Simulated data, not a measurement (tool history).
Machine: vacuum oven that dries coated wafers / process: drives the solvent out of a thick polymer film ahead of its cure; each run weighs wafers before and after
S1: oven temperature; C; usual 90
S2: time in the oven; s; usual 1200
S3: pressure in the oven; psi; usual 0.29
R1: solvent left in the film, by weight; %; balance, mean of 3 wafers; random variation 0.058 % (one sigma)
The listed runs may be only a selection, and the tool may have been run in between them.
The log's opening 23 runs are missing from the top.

run,hour,S1,S2,S3,R1
24,562.6,90,1200,0.29,3.11
25,590.7,86,1380,0.196,2.92
26,621.5,104,2040,0.241,1.12
27,635.8,90,1080,0.29,3.25
28,666.5,90,840,0.373,4.43
29,689.4,95,1200,0.212,1.74
30,709.2,83,780,0.567,7.96
31,736.5,80,1200,0.231,4.96
32,768.6,88,1200,0.19,2.77
33,800.1,98,1980,0.29,1.67
34,822.7,76,1140,0.587,9.5
35,852.9,98,1020,0.29,1.97
36,875.6,98,1020,0.29,1.91
37,895.1,98,1020,0.29,1.95
38,924.5,98,1020,0.29,2.03
39,953.8,98,1020,0.29,1.91
40,988.2,77,1200,0.869,11.55
41,1012.6,90,960,0.548,5.36
42,1041.9,100,2100,0.171,0.94
43,1071.9,100,2100,0.171,0.94
44,1098.7,100,2100,0.171,1.05
45,1113.9,76,2040,0.513,7.98
46,1133.3,87,2040,0.193,1.94
47,1150.8,90,1200,0.196,2.38
48,1174.1,90,1140,0.29,3.2

Forecast each of these 3 alternatives for the next run:
# hour 1200.4: oven's thermocouples calibrated
A,1206.9,91,1200,0.206,?
# hour 1200.4: oven's thermocouples calibrated
B,1206.9,90,1800,0.29,?
# hour 1200.4: oven's thermocouples calibrated
C,1206.9,90,1200,0.325,?

run,R1
A,2.34
B,2.54
C,3.18
The same runs, with their run-to-run variation unchanged, on a tool lacking any hidden condition would have given:
run,R1
A,2.33
B,2.53
C,3.17
